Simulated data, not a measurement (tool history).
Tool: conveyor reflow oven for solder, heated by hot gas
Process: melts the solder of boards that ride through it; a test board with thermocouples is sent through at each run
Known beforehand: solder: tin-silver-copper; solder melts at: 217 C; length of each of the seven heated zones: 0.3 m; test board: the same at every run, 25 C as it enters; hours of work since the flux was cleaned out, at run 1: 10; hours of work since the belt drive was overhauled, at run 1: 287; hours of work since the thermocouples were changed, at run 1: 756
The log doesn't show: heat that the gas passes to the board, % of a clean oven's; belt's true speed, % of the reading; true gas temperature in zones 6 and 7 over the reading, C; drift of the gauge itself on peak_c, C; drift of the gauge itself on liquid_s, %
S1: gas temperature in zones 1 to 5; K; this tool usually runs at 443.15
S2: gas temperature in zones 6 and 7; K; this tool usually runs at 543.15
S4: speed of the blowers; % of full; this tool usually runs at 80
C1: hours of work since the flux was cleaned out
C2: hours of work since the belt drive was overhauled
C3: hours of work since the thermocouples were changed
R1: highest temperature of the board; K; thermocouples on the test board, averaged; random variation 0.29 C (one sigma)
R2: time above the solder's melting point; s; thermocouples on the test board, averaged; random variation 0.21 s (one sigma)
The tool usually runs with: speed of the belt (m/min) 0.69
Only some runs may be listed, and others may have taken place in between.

{"run": 1, "hour": 0.0, "S1": 443.15, "S2": 543.15, "speed of the belt (m/min)": 0.69, "S4": 80, "C1": 10, "C2": 287, "C3": 756, "R1": 522.25, "R2": 35.4}
{"run": 2, "hour": 26.7, "S1": 443.15, "S2": 543.15, "speed of the belt (m/min)": 0.69, "S4": 80, "C1": 21, "C2": 298, "C3": 767, "R1": 521.35, "R2": 35.4}
{"run": 3, "hour": 57.7, "S1": 443.15, "S2": 543.15, "speed of the belt (m/min)": 0.69, "S4": 80, "C1": 34, "C2": 311, "C3": 781, "R1": 521.65, "R2": 35.4}
{"run": 4, "hour": 82.3, "S1": 443.15, "S2": 543.15, "speed of the belt (m/min)": 0.69, "S4": 86, "C1": 45, "C2": 321, "C3": 791, "R1": 522.75, "R2": 36.3}
{"run": 5, "hour": 114.0, "S1": 443.15, "S2": 543.15, "speed of the belt (m/min)": 0.688, "S4": 80, "C1": 58, "C2": 335, "C3": 804, "R1": 521.95, "R2": 35.3}
{"run": 6, "hour": 145.2, "S1": 443.15, "S2": 543.15, "speed of the belt (m/min)": 0.688, "S4": 80, "C1": 71, "C2": 348, "C3": 817, "R1": 522.05, "R2": 35.3}
{"run": 7, "hour": 164.5, "S1": 443.15, "S2": 543.15, "speed of the belt (m/min)": 0.688, "S4": 80, "C1": 79, "C2": 356, "C3": 826, "R1": 522.05, "R2": 35.1}
{"run": 8, "hour": 187.9, "S1": 443.15, "S2": 543.15, "speed of the belt (m/min)": 0.688, "S4": 80, "C1": 89, "C2": 366, "C3": 835, "R1": 522.15, "R2": 35.6}
{"run": 9, "hour": 210.8, "S1": 443.15, "S2": 540.15, "speed of the belt (m/min)": 0.688, "S4": 80, "C1": 99, "C2": 376, "C3": 845, "R1": 519.35, "R2": 34.3}
{"run": 10, "hour": 228.3, "S1": 443.15, "S2": 543.15, "speed of the belt (m/min)": 0.69, "S4": 80, "C1": 106, "C2": 383, "C3": 852, "R1": 521.75, "R2": 35.5}
{"run": 11, "hour": 243.5, "S1": 443.15, "S2": 543.15, "speed of the belt (m/min)": 0.69, "S4": 80, "C1": 113, "C2": 389, "C3": 859, "R1": 521.75, "R2": 35.3}
{"run": 12, "hour": 260.0, "S1": 443.15, "S2": 543.15, "speed of the belt (m/min)": 0.696, "S4": 80, "C1": 120, "C2": 396, "C3": 866, "R1": 521.65, "R2": 34.9}
{"run": 13, "hour": 276.4, "S1": 443.15, "S2": 543.15, "speed of the belt (m/min)": 0.668, "S4": 80, "C1": 127, "C2": 403, "C3": 873, "R1": 523.05, "R2": 37.4}
{"run": 14, "hour": 305.1, "S1": 443.15, "S2": 543.15, "speed of the belt (m/min)": 0.668, "S4": 80, "C1": 139, "C2": 415, "C3": 885, "R1": 522.95, "R2": 37.8}
{"run": 15, "hour": 325.6, "S1": 445.15, "S2": 543.15, "speed of the belt (m/min)": 0.569, "S4": 80, "C1": 147, "C2": 424, "C3": 893, "R1": 529.05, "R2": 49}
{"run": 16, "hour": 345.2, "S1": 443.15, "S2": 531.15, "speed of the belt (m/min)": 0.71, "S4": 80, "C1": 156, "C2": 432, "C3": 902, "R1": 511.15, "R2": 27.5}
{"run": 17, "hour": 359.7, "S1": 443.15, "S2": 557.15, "speed of the belt (m/min)": 0.661, "S4": 87, "C1": 162, "C2": 438, "C3": 908, "R1": 536.15, "R2": 44.6}
{"run": 18, "hour": 382.9, "S1": 441.15, "S2": 543.15, "speed of the belt (m/min)": 0.722, "S4": 80, "C1": 171, "C2": 448, "C3": 918, "R1": 520.15, "R2": 32.2}
{"run": 19, "hour": 414.2, "S1": 441.15, "S2": 543.15, "speed of the belt (m/min)": 0.722, "S4": 80, "C1": 185, "C2": 461, "C3": 931, "R1": 520.15, "R2": 31.6}
{"run": 20, "hour": 439.8, "S1": 441.15, "S2": 532.15, "speed of the belt (m/min)": 0.619, "S4": 61, "C1": 195, "C2": 472, "C3": 942, "R1": 511.75, "R2": 31.7}
{"run": 21, "hour": 470.5, "S1": 443.15, "S2": 539.15, "speed of the belt (m/min)": 0.7, "S4": 54, "C1": 208, "C2": 485, "C3": 954, "R1": 510.95, "R2": 26.1}
{"run": 22, "hour": 495.4, "S1": 443.15, "S2": 539.15, "speed of the belt (m/min)": 0.751, "S4": 51, "C1": 219, "C2": 496, "C3": 965, "R1": 506.55, "R2": 19.9}
{"run": 23, "hour": 527.6, "S1": 436.15, "S2": 543.15, "speed of the belt (m/min)": 0.69, "S4": 82, "C1": 232, "C2": 509, "C3": 979, "R1": 520.65, "R2": 33.1}

Below are 5 alternative next runs, each starting from the tool's condition after run 23. Predict each:
{"run": "A", "hour": 547.9, "S1": 443.15, "S2": 543.15, "speed of the belt (m/min)": 0.71, "S4": 82, "C1": 241, "C2": 518, "C3": 987, "R1": "?", "R2": "?"}
{"run": "B", "hour": 547.9, "S1": 438.15, "S2": 542.15, "speed of the belt (m/min)": 0.69, "S4": 82, "C1": 241, "C2": 518, "C3": 987, "R1": "?", "R2": "?"}
{"run": "C", "hour": 547.9, "S1": 443.15, "S2": 543.15, "speed of the belt (m/min)": 0.818, "S4": 80, "C1": 241, "C2": 518, "C3": 987, "R1": "?", "R2": "?"}
{"run": "D", "hour": 547.9, "S1": 452.15, "S2": 543.15, "speed of the belt (m/min)": 0.69, "S4": 54, "C1": 241, "C2": 518, "C3": 987, "R1": "?", "R2": "?"}
{"run": "E", "hour": 547.9, "S1": 445.15, "S2": 543.15, "speed of the belt (m/min)": 0.69, "S4": 69, "C1": 241, "C2": 518, "C3": 987, "R1": "?", "R2": "?"}

run=A R1=520.85 R2=33.9
run=B R1=520.85 R2=33.1
run=C R1=514.95 R2=25.2
run=D R1=516.95 R2=33.3
run=E R1=519.85 R2=34.4
Stripped of hidden state, with their random variation kept, the same runs would have yielded:
run=A R1=520.95 R2=34
run=B R1=520.95 R2=33.2
run=C R1=515.15 R2=25.3
run=D R1=517.05 R2=33.4
run=E R1=520.05 R2=34.4
